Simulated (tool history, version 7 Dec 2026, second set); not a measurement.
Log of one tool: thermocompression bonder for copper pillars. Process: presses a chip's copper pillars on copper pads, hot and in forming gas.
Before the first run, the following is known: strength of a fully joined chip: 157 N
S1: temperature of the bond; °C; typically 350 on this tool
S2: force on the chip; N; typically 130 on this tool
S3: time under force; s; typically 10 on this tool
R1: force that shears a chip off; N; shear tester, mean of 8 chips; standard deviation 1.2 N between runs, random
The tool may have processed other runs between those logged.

Run 1, hour 0.0: usual settings. Result: R1 102.0 N.
At hour 3.3: forming gas filter changed.
Run 2, hour 32.4: usual settings. Result: R1 108.0 N.
Run 3, hour 99.5: usual settings. Result: R1 104.8 N.
Run 4, hour 142.2: usual settings but S3 7 s. Result: R1 92.7 N.
At hour 146.9: force cell calibrated.
At hour 156.2: forming gas filter changed.
Run 5, hour 190.5: usual settings but S3 7 s. Result: R1 98.7 N.
Run 6, hour 258.0: usual settings. Result: R1 106.8 N.
At hour 312.0: forming gas filter changed.
Run 7, hour 323.3: usual settings but S3 12 s. Result: R1 116.4 N.
Run 8, hour 385.9: usual settings but S1 362 °C, S2 178 N, S3 12 s. Result: R1 132.7 N.
Run 9, hour 445.7: usual settings but S1 362 °C, S2 128 N, S3 12 s. Result: R1 113.4 N.
At hour 465.9: forming gas filter changed.
Run 10, hour 513.7: usual settings but S1 359 °C, S2 168 N, S3 16 s. Result: R1 137.7 N.
At hour 525.7: force cell calibrated, once more.
Run 11, hour 561.3: usual settings but S1 359 °C, S2 168 N, S3 24 s. Result: R1 135.6 N.
At hour 619.3: forming gas filter changed.
Run 12, hour 624.7: usual settings but S2 172 N, S3 12 s. Result: R1 126.1 N.
Run 13, hour 658.0: usual settings but S1 331 °C, S3 9 s. Result: R1 87.1 N.

5 options for the next run, each taken on its own from the tool as it stands now. Forecast them:
Run A, hour 687.3: usual settings but S1 367 °C, S2 152 N, S3 25 s. Result: R1 ?.
Run B, hour 687.3: usual settings but S1 331 °C, S2 95 N, S3 28 s. Result: R1 ?.
Run C, hour 687.3: usual settings but S1 346 °C, S2 166 N, S3 9 s. Result: R1 ?.
Run D, hour 687.3: usual settings but S1 334 °C, S3 12 s. Result: R1 ?.
Run E, hour 687.3: usual settings but S1 331 °C, S3 7 s. Result: R1 ?.

run     R1
  A  139.0
  B  100.0
  C  109.6
  D   96.4
  E   78.6
With the hidden condition removed and each run's random variation left untouched, the same runs would have given:
run     R1
  A  144.5
  B  104.7
  C  114.5
  D  100.9
  E   82.4
